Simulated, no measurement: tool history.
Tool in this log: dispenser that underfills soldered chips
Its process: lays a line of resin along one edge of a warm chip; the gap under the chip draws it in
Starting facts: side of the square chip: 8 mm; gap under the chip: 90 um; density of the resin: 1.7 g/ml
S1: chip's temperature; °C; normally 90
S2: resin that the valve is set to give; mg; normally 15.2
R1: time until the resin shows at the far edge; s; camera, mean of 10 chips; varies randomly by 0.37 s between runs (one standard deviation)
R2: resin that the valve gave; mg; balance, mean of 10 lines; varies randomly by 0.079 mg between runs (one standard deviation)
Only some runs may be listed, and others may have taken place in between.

run    day  S1    S2    R1     R2
  1      0  90  15.2  25.8  14.88
     0.408  -- new syringe of resin
  2  0.512  90  15.2  22.9  14.64
  3  0.792  90  15.2  28.8   14.6
     1.079  -- new syringe of resin
  4  1.346  90  15.2  26.5  14.43
     1.758  -- new syringe of resin
  5  1.958  90  15.2  25.2  14.27
     2.425  -- dispensing valve cleaned and set on the balance
     2.467  -- new syringe of resin
  6  2.467  90  15.2  21.2  15.29
  7  2.917  90  15.2  28.6  15.01
     3.142  -- new syringe of resin
  8  3.446  90  15.2  26.3  14.95
     3.854  -- new syringe of resin
  9  4.008  86  15.2  26.7  14.69
 10  4.483  97  15.6  25.8  15.07
     4.542  -- new syringe of resin
 11  4.762  97  15.6  19.5     15
     5.212  -- new syringe of resin
 12  5.242  92  16.9  20.2   16.3
 13  5.788  96  17.7  26.7  16.83
     5.892  -- new syringe of resin
 14  6.433  96  17.7  26.5   16.8
     6.567  -- new syringe of resin
     6.667  -- dispensing valve cleaned and set on the balance
 15  6.808  91  13.4    25  13.39
     7.317  -- new syringe of resin
 16  7.471  91  13.4  24.7  13.21
     8.008  -- new syringe of resin
 17  8.017  91  13.5  22.1   13.1
 18  8.304  91  18.9  24.8  18.41

Each row is a separate what-if for the run after 18, all from the same tool condition, not one after another. Results?
  A  8.571  92  13.6   ?   ?
  B  8.571  90  12.9   ?   ?
  C  8.571  91  13.5   ?   ?
  D  8.571  78  17.3   ?   ?

run    R1     R2
  A  30.1  13.14
  B  33.7  12.45
  C  31.8  13.11
  D  48.6  16.83
Take away the tool's hidden state, keep each run's random variation, and the runs would have read:
run    R1     R2
  A  19.9  13.52
  B  22.5   12.8
  C  21.3  13.49
  D  32.5   17.3
